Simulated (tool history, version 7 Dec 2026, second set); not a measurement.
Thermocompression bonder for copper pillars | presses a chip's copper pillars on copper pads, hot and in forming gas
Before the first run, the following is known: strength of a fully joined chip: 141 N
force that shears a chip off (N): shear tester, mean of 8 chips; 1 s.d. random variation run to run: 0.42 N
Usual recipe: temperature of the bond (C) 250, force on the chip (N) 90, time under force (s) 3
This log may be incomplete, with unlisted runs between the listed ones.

run,hour,temperature of the bond (C),force on the chip (N),time under force (s),force that shears a chip off (N)
1,0.0,250,90,3,64.5
2,15.1,250,90,3,63.9
3,25.8,250,90,3,63.9
4,43.7,250,90,3,63.6
5,64.0,250,90,6,79.2
6,85.9,250,90,6,77.5
7,102.8,226,105,3,44.5
8,114.3,245,110,9,89.0
9,134.1,245,110,9,88.2
10,153.4,245,110,9,87.3
11,176.4,264,86,4,79.1

For some of the steps in force that shears a chip off (N) from one run to the next: how much would appear even if the tool had no hidden state, given the settings, what came in and random variation, and how much remains for the hidden state plus any gauge scatter that the measured result and the result without hidden state don't share?
Hidden state present: true temperature of the bond over the reading, C; force that reaches the chip, % of what is set; oxide that the forming gas leaves, % of the face; drift of the gauge itself on shear_n, %.
Run 7 -> 8: temperature of the bond (C) 226 -> 245, force on the chip (N) 105 -> 110, time under force (s) 3 -> 9. force that shears a chip off (N) +44.5: hidden state -3.2, all else +47.7.
